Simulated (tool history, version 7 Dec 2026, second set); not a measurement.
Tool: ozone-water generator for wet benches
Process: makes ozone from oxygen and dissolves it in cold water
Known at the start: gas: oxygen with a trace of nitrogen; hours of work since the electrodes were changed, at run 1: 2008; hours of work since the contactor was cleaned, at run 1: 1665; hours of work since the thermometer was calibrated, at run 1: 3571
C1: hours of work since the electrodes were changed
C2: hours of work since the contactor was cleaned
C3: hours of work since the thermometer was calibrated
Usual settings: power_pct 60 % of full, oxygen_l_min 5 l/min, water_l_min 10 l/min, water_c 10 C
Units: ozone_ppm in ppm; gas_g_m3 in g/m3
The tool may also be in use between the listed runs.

run 1 hour=0 | power_pct=60 oxygen_l_min=5 water_l_min=10 water_c=10 | C1=2008 C2=1665 C3=3571 | ozone_ppm=40 gas_g_m3=224.6
run 2 hour=162.4 | power_pct=60 oxygen_l_min=5 water_l_min=10 water_c=10 | C1=2147 C2=1804 C3=3711 | ozone_ppm=40.3 gas_g_m3=224.4
run 3 hour=294.5 | power_pct=60 oxygen_l_min=6.33 water_l_min=10 water_c=10 | C1=2261 C2=1917 C3=3824 | ozone_ppm=39.9 gas_g_m3=198.5
-- hour=492.8 contactor cleaned
run 4 hour=514.7 | power_pct=60 oxygen_l_min=6.33 water_l_min=10 water_c=10 | C1=2446 C2=19 C3=4010 | ozone_ppm=39.4 gas_g_m3=198.6
run 5 hour=659.1 | power_pct=60 oxygen_l_min=6.33 water_l_min=10 water_c=10 | C1=2570 C2=143 C3=4134 | ozone_ppm=39.9 gas_g_m3=197.8
run 6 hour=856.6 | power_pct=60 oxygen_l_min=6.33 water_l_min=10 water_c=10 | C1=2740 C2=312 C3=4303 | ozone_ppm=39.8 gas_g_m3=198.7
run 7 hour=961.7 | power_pct=60 oxygen_l_min=6.33 water_l_min=10 water_c=10 | C1=2830 C2=402 C3=4394 | ozone_ppm=39.6 gas_g_m3=198.4
-- hour=994.4 water thermometer calibrated
run 8 hour=1147.4 | power_pct=60 oxygen_l_min=6.33 water_l_min=10 water_c=10 | C1=2989 C2=561 C3=131 | ozone_ppm=39.6 gas_g_m3=199.7
run 9 hour=1282 | power_pct=60 oxygen_l_min=6.33 water_l_min=10 water_c=10 | C1=3104 C2=677 C3=247 | ozone_ppm=39.8 gas_g_m3=200.6
run 10 hour=1407.2 | power_pct=60 oxygen_l_min=5 water_l_min=10 water_c=16 | C1=3212 C2=784 C3=354 | ozone_ppm=36.3 gas_g_m3=222.5
run 11 hour=1512.4 | power_pct=99 oxygen_l_min=5 water_l_min=10 water_c=16 | C1=3302 C2=875 C3=445 | ozone_ppm=51.8 gas_g_m3=317.9
run 12 hour=1635.9 | power_pct=60 oxygen_l_min=5 water_l_min=10 water_c=10 | C1=3408 C2=981 C3=551 | ozone_ppm=40.3 gas_g_m3=222.8
run 13 hour=1793.6 | power_pct=60 oxygen_l_min=5 water_l_min=9 water_c=10 | C1=3543 C2=1116 C3=686 | ozone_ppm=42.7 gas_g_m3=224.3
run 14 hour=1916.8 | power_pct=60 oxygen_l_min=5 water_l_min=9 water_c=10 | C1=3649 C2=1222 C3=792 | ozone_ppm=43.2 gas_g_m3=220.6
run 15 hour=2136.1 | power_pct=60 oxygen_l_min=5 water_l_min=9 water_c=10 | C1=3837 C2=1410 C3=980 | ozone_ppm=43 gas_g_m3=223.7
run 16 hour=2360.6 | power_pct=41 oxygen_l_min=5 water_l_min=9 water_c=10 | C1=4030 C2=1603 C3=1173 | ozone_ppm=32.1 gas_g_m3=170.4
run 17 hour=2484.4 | power_pct=41 oxygen_l_min=5 water_l_min=9 water_c=10 | C1=4136 C2=1709 C3=1279 | ozone_ppm=31.9 gas_g_m3=166.4
run 18 hour=2579.7 | power_pct=51 oxygen_l_min=5 water_l_min=13 water_c=16 | C1=4218 C2=1791 C3=1361 | ozone_ppm=27.7 gas_g_m3=197.6
run 19 hour=2694.2 | power_pct=51 oxygen_l_min=5 water_l_min=13 water_c=16 | C1=4316 C2=1889 C3=1459 | ozone_ppm=27.3 gas_g_m3=199
run 20 hour=2890.9 | power_pct=51 oxygen_l_min=5 water_l_min=13 water_c=16 | C1=4485 C2=2058 C3=1628 | ozone_ppm=27.6 gas_g_m3=197.8
-- hour=2926.2 contactor cleaned
run 21 hour=3019 | power_pct=61 oxygen_l_min=7.11 water_l_min=10 water_c=6 | C1=4592 C2=80 C3=1734 | ozone_ppm=43.1 gas_g_m3=189.3
run 22 hour=3212.3 | power_pct=61 oxygen_l_min=7.11 water_l_min=10 water_c=6 | C1=4758 C2=246 C3=1900 | ozone_ppm=43.2 gas_g_m3=189.9
run 23 hour=3340.3 | power_pct=60 oxygen_l_min=3.83 water_l_min=10 water_c=17 | C1=4868 C2=355 C3=2010 | ozone_ppm=35.8 gas_g_m3=249
run 24 hour=3475.5 | power_pct=49 oxygen_l_min=7.3 water_l_min=10 water_c=9 | C1=4984 C2=471 C3=2126 | ozone_ppm=34.9 gas_g_m3=161.8
run 25 hour=3700 | power_pct=60 oxygen_l_min=5 water_l_min=9 water_c=12 | C1=5176 C2=664 C3=2319 | ozone_ppm=41.1 gas_g_m3=221.7
run 26 hour=3857 | power_pct=60 oxygen_l_min=5 water_l_min=9 water_c=12 | C1=5311 C2=799 C3=2454 | ozone_ppm=41 gas_g_m3=223
-- hour=3877.6 electrodes of the discharge changed
run 27 hour=4004.9 | power_pct=60 oxygen_l_min=5 water_l_min=9 water_c=12 | C1=109 C2=921 C3=2575 | ozone_ppm=41.4 gas_g_m3=222
run 28 hour=4202.4 | power_pct=80 oxygen_l_min=5 water_l_min=7 water_c=13 | C1=279 C2=1090 C3=2745 | ozone_ppm=56.9 gas_g_m3=275
run 29 hour=4311.3 | power_pct=80 oxygen_l_min=5 water_l_min=7 water_c=13 | C1=372 C2=1184 C3=2838 | ozone_ppm=56.5 gas_g_m3=275
run 30 hour=4441.3 | power_pct=80 oxygen_l_min=5 water_l_min=7 water_c=13 | C1=484 C2=1295 C3=2950 | ozone_ppm=55.9 gas_g_m3=274.3
run 31 hour=4565 | power_pct=60 oxygen_l_min=5 water_l_min=10 water_c=10 | C1=590 C2=1401 C3=3056 | ozone_ppm=39.9 gas_g_m3=225
run 32 hour=4721.2 | power_pct=74 oxygen_l_min=8.71 water_l_min=9 water_c=14 | C1=724 C2=1535 C3=3190 | ozone_ppm=43.2 gas_g_m3=200.6

Hidden state at the last listed run before each entry between runs and at the first one after, where it differs:
Between runs 3 and 4: contactor cleaned (hour 492.8)
  contactor's efficiency, % of a clean one's: 99.9 -> 100
Between runs 7 and 8: water thermometer calibrated (hour 994.4)
  yield of the discharge, % of new electrodes': 99.9 -> 99.8; true water temperature over the reading, C: 0.01 -> 0
Between runs 20 and 21: contactor cleaned (hour 2926.2)
  no hidden state differs between the two runs
Between runs 26 and 27: electrodes of the discharge changed (hour 3877.6)
  yield of the discharge, % of new electrodes': 99.7 -> 100
